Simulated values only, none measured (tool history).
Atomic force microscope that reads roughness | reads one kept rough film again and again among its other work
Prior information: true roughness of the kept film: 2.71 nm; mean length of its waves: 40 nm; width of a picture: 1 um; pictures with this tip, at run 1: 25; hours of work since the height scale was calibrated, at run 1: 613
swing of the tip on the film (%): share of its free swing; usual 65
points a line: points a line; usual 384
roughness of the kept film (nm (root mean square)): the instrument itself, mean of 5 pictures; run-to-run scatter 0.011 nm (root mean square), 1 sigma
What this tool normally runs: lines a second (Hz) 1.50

run,hour,lines a second (Hz),swing of the tip on the film (%),points a line,pictures with this tip,hours of work since the height scale was calibrated,roughness of the kept film (nm (root mean square))
1,0.0,1.50,65,384,25,613,2.357
2,21.3,1.50,65,384,48,628,2.263
3,39.3,1.50,65,384,69,640,2.225
4,55.8,1.50,65,384,87,652,2.162
5,69.5,1.50,65,384,103,661,2.109
6,84.2,1.50,65,384,119,672,2.066
7,105.0,1.50,65,384,143,686,2.018
# hour 125.5: new tip fitted
8,126.0,1.50,65,384,1,700,2.456
9,139.9,1.50,65,384,16,710,2.381
10,156.9,1.50,65,384,36,722,2.326
11,170.7,1.50,65,266,51,732,2.254
12,192.6,1.50,65,737,76,747,2.182
13,208.6,1.50,65,342,94,758,2.139
14,222.5,1.50,65,342,109,768,2.105
15,239.6,1.50,65,342,129,780,2.040
16,260.7,1.50,65,342,152,795,1.990
# hour 272.7: new tip fitted
17,278.4,1.50,84,384,7,807,2.292
18,293.6,1.50,65,384,24,818,2.352
19,306.7,1.50,65,384,39,827,2.289
20,326.3,1.50,65,384,61,840,2.235
21,336.3,1.50,65,274,72,847,2.201
22,349.3,1.50,65,890,87,857,2.189
23,371.3,1.50,65,890,111,872,2.105
24,383.7,1.50,77,384,125,881,1.994
25,395.9,1.50,77,384,139,889,1.954
26,416.5,0.60,61,584,162,904,1.996
# hour 420.6: new tip fitted
27,430.4,0.80,70,334,11,913,2.402
28,446.6,0.80,70,334,30,924,2.355
29,459.1,0.80,70,334,44,933,2.301
30,480.6,2.04,66,569,68,948,2.179
31,493.9,2.04,83,922,83,957,2.043
32,505.5,2.04,83,922,96,966,1.986
33,525.3,0.99,90,733,118,979,1.997
34,544.7,3.22,65,533,140,993,1.946
35,566.3,3.22,65,533,164,1008,1.907
# hour 567.8: new tip fitted
36,576.9,3.22,65,533,11,1015,2.341
37,596.5,0.69,56,753,33,1029,2.386
38,607.5,1.91,56,793,45,1037,2.298
39,616.7,1.91,56,793,56,1043,2.278
40,625.6,1.91,56,793,66,1049,2.247
41,645.3,1.50,65,347,88,1063,2.138
42,660.2,1.50,65,347,104,1074,2.114
43,677.4,2.65,87,624,124,1086,1.827
44,690.2,2.65,59,624,138,1095,2.023
45,711.7,3.15,59,363,162,1110,1.948
# hour 714.8: new tip fitted
46,723.5,3.15,60,987,10,1118,2.373
47,745.5,2.09,65,987,35,1133,2.308
48,756.7,0.89,66,384,48,1141,2.309
49,773.7,2.39,63,366,67,1153,2.206
50,795.3,1.50,63,616,91,1168,2.170

How would selected steps in roughness of the kept film (nm (root mean square)) from run to run divide? Give the signed amount a tool lacking its hidden state would still show from settings, what came in and random variation, and the signed amount left for the hidden state, including any gauge scatter that is not in both of the compared results.
The tool's hidden condition here consists of: radius of the tip, nm; height scale over the true one, %; drift of the gauge itself on roughness_nm, %.
Run 7 -> 8: new tip fitted. roughness of the kept film (nm (root mean square)) +0.438: hidden state +0.428, all else +0.010.
Run 26 -> 27: lines a second (Hz) 0.60 -> 0.80, swing of the tip on the film (%) 61 -> 70, points a line 584 -> 334, new tip fitted. roughness of the kept film (nm (root mean square)) +0.406: hidden state +0.452, all else -0.046.
Run 35 -> 36: new tip fitted. roughness of the kept film (nm (root mean square)) +0.434: hidden state +0.434, all else +0.000.
Run 45 -> 46: swing of the tip on the film (%) 59 -> 60, points a line 363 -> 987, new tip fitted. roughness of the kept film (nm (root mean square)) +0.425: hidden state +0.435, all else -0.010.
